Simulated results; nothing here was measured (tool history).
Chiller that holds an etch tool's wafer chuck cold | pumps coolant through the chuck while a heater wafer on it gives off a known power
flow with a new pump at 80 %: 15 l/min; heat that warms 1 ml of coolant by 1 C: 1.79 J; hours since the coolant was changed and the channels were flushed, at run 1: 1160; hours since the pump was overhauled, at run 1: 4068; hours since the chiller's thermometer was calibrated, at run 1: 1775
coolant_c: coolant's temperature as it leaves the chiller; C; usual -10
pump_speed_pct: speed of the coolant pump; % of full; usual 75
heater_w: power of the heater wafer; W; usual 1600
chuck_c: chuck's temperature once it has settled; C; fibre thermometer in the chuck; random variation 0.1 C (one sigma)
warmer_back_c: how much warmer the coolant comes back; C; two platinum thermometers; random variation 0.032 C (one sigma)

| run | day | coolant_c | pump_speed_pct | heater_w | hours since the coolant was changed and the channels were flushed | hours since the pump was overhauled | hours since the chiller's thermometer was calibrated | chuck_c | warmer_back_c |
|---|---|---|---|---|---|---|---|---|---|
| 1 | 0.000 | -10 | 75 | 1600 | 1160 | 4068 | 1775 | 1.3 | 4.22 |
| 2 | 2.554 | -10 | 75 | 1600 | 1222 | 4130 | 1836 | 1.2 | 4.16 |
| 3 | 4.804 | -10 | 75 | 1600 | 1276 | 4184 | 1890 | 1.2 | 4.20 |
| 4 | 8.500 | -10 | 75 | 1600 | 1365 | 4272 | 1979 | 1.2 | 4.21 |
| 5 | 12.792 | -10 | 75 | 1600 | 1468 | 4375 | 2082 | 1.3 | 4.25 |
| 6 | 17.196 | -10 | 75 | 1600 | 1573 | 4481 | 2188 | 1.3 | 4.16 |
| 7 | 19.283 | 0 | 75 | 1600 | 1623 | 4531 | 2238 | 11.3 | 4.21 |
| 8 | 21.371 | 0 | 75 | 1600 | 1673 | 4581 | 2288 | 11.3 | 4.22 |
|  | 21.808 | chiller's thermometer calibrated |
| 9 | 24.758 | 0 | 75 | 1600 | 1754 | 4661 | 71 | 11.2 | 4.21 |
| 10 | 27.683 | -10 | 93 | 1684 | 1824 | 4732 | 141 | 0.6 | 3.64 |
| 11 | 29.796 | -4 | 100 | 1581 | 1875 | 4782 | 192 | 5.7 | 3.16 |
| 12 | 33.375 | -14 | 100 | 890 | 1960 | 4868 | 278 | -8.8 | 1.81 |
|  | 37.738 | chiller's thermometer calibrated, once more |
| 13 | 37.738 | -14 | 100 | 890 | 2064 | 4972 | 0 | -8.3 | 1.79 |
| 14 | 41.325 | -15 | 78 | 1102 | 2150 | 5058 | 86 | -6.9 | 2.84 |
| 15 | 44.408 | -1 | 75 | 1600 | 2224 | 5132 | 160 | 11.0 | 4.28 |
| 16 | 48.442 | -1 | 75 | 1600 | 2321 | 5229 | 257 | 11.3 | 4.29 |
| 17 | 51.888 | -2 | 75 | 2399 | 2404 | 5312 | 340 | 16.1 | 6.57 |

Forecast each of these 4 alternatives for the next run:
| A | 54.538 | -2 | 75 | 1121 | 2467 | 5375 | 403 | ? | ? |
| B | 54.538 | -10 | 94 | 1600 | 2467 | 5375 | 403 | ? | ? |
| C | 54.538 | -2 | 75 | 2121 | 2467 | 5375 | 403 | ? | ? |
| D | 54.538 | -5 | 75 | 866 | 2467 | 5375 | 403 | ? | ? |

| run | chuck_c | warmer_back_c |
|---|---|---|
| A | 6.4 | 3.00 |
| B | 0.7 | 3.50 |
| C | 14.2 | 5.64 |
| D | 1.3 | 2.31 |
Without the tool's hidden state the same runs would have given:
| run | chuck_c | warmer_back_c |
|---|---|---|
| A | 5.4 | 2.65 |
| B | -0.6 | 3.09 |
| C | 12.2 | 4.98 |
| D | 0.6 | 2.04 |

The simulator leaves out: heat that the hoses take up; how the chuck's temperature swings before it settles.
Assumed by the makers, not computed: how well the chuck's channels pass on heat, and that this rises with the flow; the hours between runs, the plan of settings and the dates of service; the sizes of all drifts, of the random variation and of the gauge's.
